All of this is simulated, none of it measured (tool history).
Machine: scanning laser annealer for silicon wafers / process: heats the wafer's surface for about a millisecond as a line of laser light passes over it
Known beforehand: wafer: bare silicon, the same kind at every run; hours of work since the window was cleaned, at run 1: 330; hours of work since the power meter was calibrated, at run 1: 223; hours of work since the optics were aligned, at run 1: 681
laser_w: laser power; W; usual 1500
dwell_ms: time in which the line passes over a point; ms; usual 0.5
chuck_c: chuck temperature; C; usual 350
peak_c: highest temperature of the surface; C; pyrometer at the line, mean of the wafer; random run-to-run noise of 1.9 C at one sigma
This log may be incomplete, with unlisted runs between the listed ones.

run,day,laser_w,dwell_ms,chuck_c,hours of work since the window was cleaned,hours of work since the power meter was calibrated,hours of work since the optics were aligned,peak_c
1,0,1500,0.5,350,330,223,681,1152
2,0.221,1500,0.5,350,333,226,684,1148
3,0.517,1500,0.5,350,338,231,689,1148
4,0.692,1285,0.5,350,341,234,692,1020
5,1.075,1500,0.5,350,347,240,698,1147
6,1.267,1500,0.5,324,350,243,701,1122
7,1.488,1500,0.5,324,354,247,705,1123
8,1.679,1500,0.5,350,357,250,708,1147
9,1.912,1500,0.5,350,361,254,712,1147
10,2.079,1500,0.5,329,364,257,715,1127
11,2.408,1500,0.5,329,369,262,720,1129
12,2.596,1500,0.5,376,372,265,723,1174
13,2.825,1500,0.5,350,376,269,727,1150
14,3.038,1286,0.5,365,379,272,730,1030
15,3.217,1315,0.5,365,382,275,733,1048
16,3.421,1315,0.5,365,386,278,736,1048
17,3.654,1500,0.502,376,389,282,740,1176
18,3.967,1500,0.502,376,394,287,745,1177
19,4.346,1301,0.367,352,401,293,752,917
20,4.692,1457,0.499,387,406,299,757,1152
21,4.879,1299,0.535,322,409,302,760,1019
22,5.192,1414,0.535,348,414,307,765,1119
23,5.442,1448,0.613,331,418,311,769,1186
24,5.712,1448,0.613,331,423,316,774,1184
25,6,1438,0.352,365,428,320,778,985
26,6.262,1373,0.5,348,432,325,783,1063

Selected run-to-run steps in peak_c, each split into two signed amounts: the part the tool would show with no hidden state at all (from settings, incoming material and random variation), and the remainder, which goes to the hidden state together with any gauge scatter not common to the measured and the hidden-state-free results:
What the log doesn't record here: light that passes the window, % of a clean one's; laser's true power over the reading, %; width of the line over the set one, %; drift of the gauge itself on peak_c, C.
Run 18 -> 19: laser_w 1500 -> 1301, dwell_ms 0.502 -> 0.367, chuck_c 376 -> 352. peak_c -260 C: hidden state +8, all else -268.
Run 19 -> 20: laser_w 1301 -> 1457, dwell_ms 0.367 -> 0.499, chuck_c 352 -> 387. peak_c +235 C: hidden state -8, all else +243.
Run 24 -> 25: laser_w 1448 -> 1438, dwell_ms 0.613 -> 0.352, chuck_c 331 -> 365. peak_c -199 C: hidden state +10, all else -209.

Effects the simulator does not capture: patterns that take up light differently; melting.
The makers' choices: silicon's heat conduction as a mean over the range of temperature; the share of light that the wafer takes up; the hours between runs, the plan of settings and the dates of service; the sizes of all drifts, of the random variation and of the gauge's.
